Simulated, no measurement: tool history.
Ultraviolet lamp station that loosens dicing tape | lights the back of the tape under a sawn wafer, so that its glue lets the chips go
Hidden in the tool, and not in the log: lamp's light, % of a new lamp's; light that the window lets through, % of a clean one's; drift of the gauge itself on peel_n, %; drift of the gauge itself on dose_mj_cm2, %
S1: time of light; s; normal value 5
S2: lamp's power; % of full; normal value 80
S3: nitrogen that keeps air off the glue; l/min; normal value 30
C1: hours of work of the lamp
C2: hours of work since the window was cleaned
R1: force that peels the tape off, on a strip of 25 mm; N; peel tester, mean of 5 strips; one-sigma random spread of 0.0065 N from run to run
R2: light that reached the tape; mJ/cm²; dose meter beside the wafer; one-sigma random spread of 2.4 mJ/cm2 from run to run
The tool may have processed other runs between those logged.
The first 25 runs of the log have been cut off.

run,day,S1,S2,S3,C1,C2,R1,R2
26,42.017,4,66,23,785,31,1.101,134
27,44.254,3,80,56,806,52,1.047,118
28,46.221,3,68,23,826,72,1.629,100
29,48.250,10,92,28,845,91,0.088,430
30,49.317,7,88,30,856,102,0.176,284
31,51.646,5,63,20,878,124,1.001,141
32,52.667,5,63,20,888,134,1.015,140
33,54.733,2,92,30,908,154,1.939,79
34,56.917,8,64,13,930,176,0.516,216
35,58.900,5,65,18,949,195,1.091,133
# day 59.567: window cleaned of glue's vapour
36,60.154,2,99,14,961,6,1.848,95
37,61.908,2,99,14,978,23,1.907,93
38,63.638,2,80,11,995,40,2.578,75

Each row is a separate what-if for the run after 38, all from the same tool condition, not one after another. Results?
A,64.812,5,75,16,1006,51,?,?
B,64.812,2,64,60,1006,51,?,?
C,64.812,6,64,39,1006,51,?,?
D,64.812,5,80,18,1006,51,?,?

run,R1,R2
A,0.801,171
B,2.471,58
C,0.501,174
D,0.653,180
The same runs, with their run-to-run variation unchanged, on a tool lacking any hidden condition would have given:
run,R1,R2
A,0.348,250
B,1.665,85
C,0.197,255
D,0.267,263

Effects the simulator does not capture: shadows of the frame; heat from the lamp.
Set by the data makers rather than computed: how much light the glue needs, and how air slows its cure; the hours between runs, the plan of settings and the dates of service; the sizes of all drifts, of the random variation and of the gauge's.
